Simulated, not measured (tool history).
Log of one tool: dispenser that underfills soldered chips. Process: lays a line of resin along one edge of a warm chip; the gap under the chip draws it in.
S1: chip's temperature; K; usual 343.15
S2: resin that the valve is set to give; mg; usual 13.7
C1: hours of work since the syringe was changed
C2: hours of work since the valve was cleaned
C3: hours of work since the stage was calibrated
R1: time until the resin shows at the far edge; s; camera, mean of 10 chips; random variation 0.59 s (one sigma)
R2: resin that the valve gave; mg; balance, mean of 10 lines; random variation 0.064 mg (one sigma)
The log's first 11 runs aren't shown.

run	day	S1	S2	C1	C2	C3	R1	R2
12	2.021	350.15	14.8	5	29	88	57.2	14.48
# day 2.225: new syringe of resin
13	2.233	350.15	15.5	0	32	91	38.3	15.15
14	2.350	343.15	13.7	2	34	93	62.0	13.35
15	2.579	343.15	14.9	6	37	96	84.8	14.56
# day 2.746: new syringe of resin
16	2.854	343.15	14.9	2	42	100	59.3	14.39
17	2.992	343.15	13.7	4	44	103	73.0	13.21
18	3.112	343.15	13.7	6	46	104	87.4	13.25
# day 3.267: new syringe of resin
19	3.338	343.15	13.7	1	49	108	57.9	13.25
20	3.604	343.15	13.7	5	53	112	82.9	13.17
# day 3.775: new syringe of resin
21	3.783	351.15	14.2	0	56	115	36.2	13.67
22	4.012	338.15	12.9	4	60	118	96.3	12.27
23	4.192	343.15	11.9	7	62	121	96.9	11.34
# day 4.283: new syringe of resin
24	4.388	343.15	16.2	2	65	124	60.5	15.51
25	4.654	331.15	13.6	6	70	128	163.0	12.91
26	4.767	347.15	11.7	8	71	130	90.0	11.05
# day 4.800: new syringe of resin
27	4.975	347.15	11.7	3	75	133	56.6	11.03
28	5.100	342.15	17.6	5	76	135	82.8	16.46
29	5.229	353.15	16.2	7	79	137	58.7	15.19
# day 5.321: new syringe of resin
30	5.396	353.15	14.7	1	81	140	36.9	13.83
# day 5.546: dispensing valve cleaned and set on the balance
31	5.667	353.15	14.7	5	2	143	51.3	14.72
32	5.846	340.15	16.0	8	5	146	121.2	15.94
# day 5.871: new syringe of resin
33	6.025	335.15	13.8	2	7	149	99.5	13.69
34	6.162	329.15	17.6	5	10	151	159.0	17.48

Run 35 comes next. What will it give?
35	6.292	344.15	12.6	7	12	153	?	?

{"run 35": {"R1": 92.3, "R2": 12.48}}
Without the tool's hidden state the same run would have given R1 49.0 s, R2 12.57 mg.

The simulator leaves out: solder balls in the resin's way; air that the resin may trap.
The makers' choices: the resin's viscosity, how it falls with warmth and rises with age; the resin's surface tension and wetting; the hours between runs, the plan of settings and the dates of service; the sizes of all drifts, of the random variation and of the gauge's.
